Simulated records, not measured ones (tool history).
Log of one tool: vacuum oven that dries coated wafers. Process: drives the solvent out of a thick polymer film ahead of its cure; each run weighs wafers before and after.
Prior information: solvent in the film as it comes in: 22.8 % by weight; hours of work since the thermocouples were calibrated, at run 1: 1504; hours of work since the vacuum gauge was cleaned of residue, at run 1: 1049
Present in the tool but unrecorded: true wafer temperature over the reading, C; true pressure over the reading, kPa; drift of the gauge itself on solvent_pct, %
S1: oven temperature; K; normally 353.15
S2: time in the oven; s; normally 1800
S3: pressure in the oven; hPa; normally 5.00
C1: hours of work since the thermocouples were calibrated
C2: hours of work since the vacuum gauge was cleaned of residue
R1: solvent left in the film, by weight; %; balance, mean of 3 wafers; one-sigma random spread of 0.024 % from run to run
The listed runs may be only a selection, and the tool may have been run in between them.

run   hour      S1    S2     S3    C1    C2    R1
  1    0.0  353.15  1800   5.00  1504  1049  1.19
  2   43.9  353.15  2280   5.00  1528  1073  0.71
      52.4  -- oven's thermocouples calibrated
  3   85.2  353.15  1800   6.33    18  1094  1.60
  4  121.6  353.15  1800   6.33    38  1114  1.57
  5  160.6  353.15  1800   5.00    60  1136  1.53
  6  196.1  353.15  1800   5.00    79  1155  1.47
  7  224.8  344.15  1800   5.00    95  1171  3.45
  8  245.5  344.15  1800   5.00   106  1183  3.41
  9  268.2  344.15  1800   5.00   119  1195  3.39
 10  295.9  344.15  1800   5.00   134  1210  3.45
 11  316.1  367.15  1080  18.76   145  1221  1.50
 12  353.4  358.15  1560  11.66   166  1242  1.45
 13  387.9  360.15  1800   6.50   185  1261  0.71
 14  428.7  353.15  1380   5.00   207  1283  2.52

Measured minus without-hidden-state, run by run (identical run-to-run variation in each term; gauge scatter may differ):
run     R1
  1  -0.22
  2  -0.11
  3  +0.09
  4  +0.09
  5  +0.08
  6  +0.07
  7  +0.09
  8  +0.09
  9  +0.08
 10  +0.09
 11  +0.03
 12  +0.05
 13  +0.06
 14  +0.04
